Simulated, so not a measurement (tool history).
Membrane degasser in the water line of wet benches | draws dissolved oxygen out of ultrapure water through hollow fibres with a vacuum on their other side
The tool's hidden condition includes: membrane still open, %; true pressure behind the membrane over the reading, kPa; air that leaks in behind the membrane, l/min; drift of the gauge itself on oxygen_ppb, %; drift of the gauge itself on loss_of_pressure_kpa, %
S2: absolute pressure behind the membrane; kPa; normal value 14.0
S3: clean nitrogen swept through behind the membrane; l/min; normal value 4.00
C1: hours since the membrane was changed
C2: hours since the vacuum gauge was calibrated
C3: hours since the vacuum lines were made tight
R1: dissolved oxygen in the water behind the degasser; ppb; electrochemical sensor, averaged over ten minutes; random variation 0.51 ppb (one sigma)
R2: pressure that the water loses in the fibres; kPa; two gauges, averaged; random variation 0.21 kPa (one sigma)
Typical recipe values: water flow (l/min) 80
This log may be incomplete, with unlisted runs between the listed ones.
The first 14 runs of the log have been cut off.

run 15 hour=1867.4 | water_flow_(l/min)=80 S2=14.0 S3=4.00 | C1=2788 C2=2221 C3=12511 | R1=462.7 R2=50.49
run 16 hour=1987.8 | water_flow_(l/min)=80 S2=14.0 S3=4.00 | C1=2908 C2=2342 C3=12631 | R1=463.8 R2=50.54
run 17 hour=2145.8 | water_flow_(l/min)=89 S2=20.3 S3=4.00 | C1=3066 C2=2499 C3=12789 | R1=775.4 R2=56.02
run 18 hour=2255.6 | water_flow_(l/min)=102 S2=29.9 S3=4.00 | C1=3176 C2=2609 C3=12899 | R1=1281.6 R2=64.37
run 19 hour=2438.4 | water_flow_(l/min)=50 S2=23.9 S3=4.00 | C1=3359 C2=2792 C3=13082 | R1=571.9 R2=31.68
run 20 hour=2541.8 | water_flow_(l/min)=90 S2=13.9 S3=4.00 | C1=3462 C2=2896 C3=13185 | R1=507.3 R2=57.22
run 21 hour=2726.3 | water_flow_(l/min)=48 S2=12.5 S3=1.70 | C1=3647 C2=3080 C3=13370 | R1=534.8 R2=30.29
-- hour=2775.2 vacuum gauge calibrated
run 22 hour=2836.3 | water_flow_(l/min)=112 S2=18.9 S3=5.55 | C1=3756 C2=61 C3=13479 | R1=666.8 R2=70.68
run 23 hour=3010.1 | water_flow_(l/min)=112 S2=18.9 S3=5.55 | C1=3930 C2=235 C3=13653 | R1=669.1 R2=70.36
run 24 hour=3197.0 | water_flow_(l/min)=112 S2=18.9 S3=5.55 | C1=4117 C2=422 C3=13840 | R1=669.7 R2=71.24
run 25 hour=3280.5 | water_flow_(l/min)=80 S2=20.5 S3=4.20 | C1=4200 C2=505 C3=13923 | R1=690.5 R2=50.49
run 26 hour=3372.4 | water_flow_(l/min)=80 S2=20.5 S3=4.20 | C1=4292 C2=597 C3=14015 | R1=690.6 R2=50.40
run 27 hour=3539.4 | water_flow_(l/min)=55 S2=10.3 S3=2.46 | C1=4459 C2=764 C3=14182 | R1=341.6 R2=34.80
run 28 hour=3626.0 | water_flow_(l/min)=80 S2=26.3 S3=2.49 | C1=4546 C2=851 C3=14269 | R1=1342.9 R2=51.11
run 29 hour=3775.6 | water_flow_(l/min)=80 S2=26.3 S3=2.49 | C1=4695 C2=1000 C3=14419 | R1=1342.9 R2=50.55
run 30 hour=3873.0 | water_flow_(l/min)=80 S2=26.3 S3=2.22 | C1=4793 C2=1098 C3=14516 | R1=1459.9 R2=50.99
run 31 hour=4030.2 | water_flow_(l/min)=80 S2=26.3 S3=2.22 | C1=4950 C2=1255 C3=14673 | R1=1459.6 R2=50.98

Predict each of these 5 candidate next runs independently; none follows another, all start after run 31:
run A hour=4118.2 | water_flow_(l/min)=56 S2=24.0 S3=9.19 | C1=5038 C2=1343 C3=14761 | R1=? R2=?
run B hour=4118.2 | water_flow_(l/min)=84 S2=24.3 S3=5.15 | C1=5038 C2=1343 C3=14761 | R1=? R2=?
run C hour=4118.2 | water_flow_(l/min)=80 S2=10.2 S3=10.37 | C1=5038 C2=1343 C3=14761 | R1=? R2=?
run D hour=4118.2 | water_flow_(l/min)=50 S2=23.3 S3=4.00 | C1=5038 C2=1343 C3=14761 | R1=? R2=?
run E hour=4118.2 | water_flow_(l/min)=100 S2=20.3 S3=3.68 | C1=5038 C2=1343 C3=14761 | R1=? R2=?

run=A R1=300.9 R2=35.72
run=B R1=729.3 R2=53.36
run=C R1=131.6 R2=50.72
run=D R1=555.7 R2=31.81
run=E R1=911.4 R2=63.98
The same runs, with their run-to-run variation unchanged, on a tool lacking any hidden condition would have given:
run=A R1=296.3 R2=35.02
run=B R1=722.7 R2=52.30
run=C R1=129.1 R2=49.71
run=D R1=547.9 R2=31.17
run=E R1=904.8 R2=62.71
